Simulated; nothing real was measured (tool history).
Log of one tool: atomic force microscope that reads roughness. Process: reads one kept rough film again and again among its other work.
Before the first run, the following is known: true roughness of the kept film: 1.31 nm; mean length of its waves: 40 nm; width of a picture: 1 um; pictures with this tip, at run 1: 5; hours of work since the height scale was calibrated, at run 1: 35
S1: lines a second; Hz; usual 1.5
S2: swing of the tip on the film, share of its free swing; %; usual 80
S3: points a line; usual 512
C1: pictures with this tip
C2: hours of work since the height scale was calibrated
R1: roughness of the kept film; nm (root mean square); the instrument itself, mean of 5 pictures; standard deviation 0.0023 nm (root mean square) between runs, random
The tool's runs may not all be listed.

{"run": 1, "day": 0.0, "S1": 1.5, "S2": 80, "S3": 512, "C1": 5, "C2": 35, "R1": 1.139}
{"run": 2, "day": 0.308, "S1": 1.5, "S2": 80, "S3": 512, "C1": 21, "C2": 40, "R1": 1.141}
{"run": 3, "day": 0.829, "S1": 1.5, "S2": 80, "S3": 512, "C1": 49, "C2": 49, "R1": 1.134}
{"run": 4, "day": 1.438, "S1": 1.5, "S2": 80, "S3": 512, "C1": 81, "C2": 59, "R1": 1.133}
{"run": 5, "day": 1.871, "S1": 1.5, "S2": 80, "S3": 512, "C1": 104, "C2": 67, "R1": 1.138}
{"run": 6, "day": 2.204, "S1": 1.5, "S2": 80, "S3": 512, "C1": 121, "C2": 72, "R1": 1.14}
{"run": 7, "day": 2.788, "S1": 1.5, "S2": 80, "S3": 512, "C1": 152, "C2": 82, "R1": 1.133}
{"run": 8, "day": 3.171, "S1": 1.5, "S2": 80, "S3": 512, "C1": 172, "C2": 89, "R1": 1.133}
{"run": 9, "day": 3.683, "S1": 1.5, "S2": 80, "S3": 512, "C1": 199, "C2": 97, "R1": 1.134}
{"run": 10, "day": 4.162, "S1": 3.95, "S2": 61, "S3": 512, "C1": 224, "C2": 105, "R1": 1.151}
{"run": 11, "day": 4.783, "S1": 2.21, "S2": 81, "S3": 306, "C1": 257, "C2": 116, "R1": 1.061}
{"run": 12, "day": 5.058, "S1": 2.99, "S2": 79, "S3": 961, "C1": 271, "C2": 121, "R1": 1.03}
{"run": 13, "day": 5.654, "S1": 1.5, "S2": 80, "S3": 834, "C1": 303, "C2": 131, "R1": 1.139}
{"day": 6.179, "done": "new tip fitted"}
{"run": 14, "day": 6.204, "S1": 0.63, "S2": 81, "S3": 512, "C1": 1, "C2": 140, "R1": 1.213}

4 options for the next run, each taken on its own from the tool as it stands now. Forecast them:
{"run": "A", "day": 6.512, "S1": 1.24, "S2": 57, "S3": 506, "C1": 18, "C2": 145, "R1": "?"}
{"run": "B", "day": 6.512, "S1": 0.63, "S2": 64, "S3": 781, "C1": 18, "C2": 145, "R1": "?"}
{"run": "C", "day": 6.512, "S1": 1.5, "S2": 80, "S3": 785, "C1": 18, "C2": 145, "R1": "?"}
{"run": "D", "day": 6.512, "S1": 0.61, "S2": 80, "S3": 512, "C1": 18, "C2": 145, "R1": "?"}

run=A R1=1.251
run=B R1=1.259
run=C R1=1.139
run=D R1=1.224
The same runs, with their run-to-run variation unchanged, on a tool lacking any hidden condition would have given:
run=A R1=1.251
run=B R1=1.259
run=C R1=1.139
run=D R1=1.224
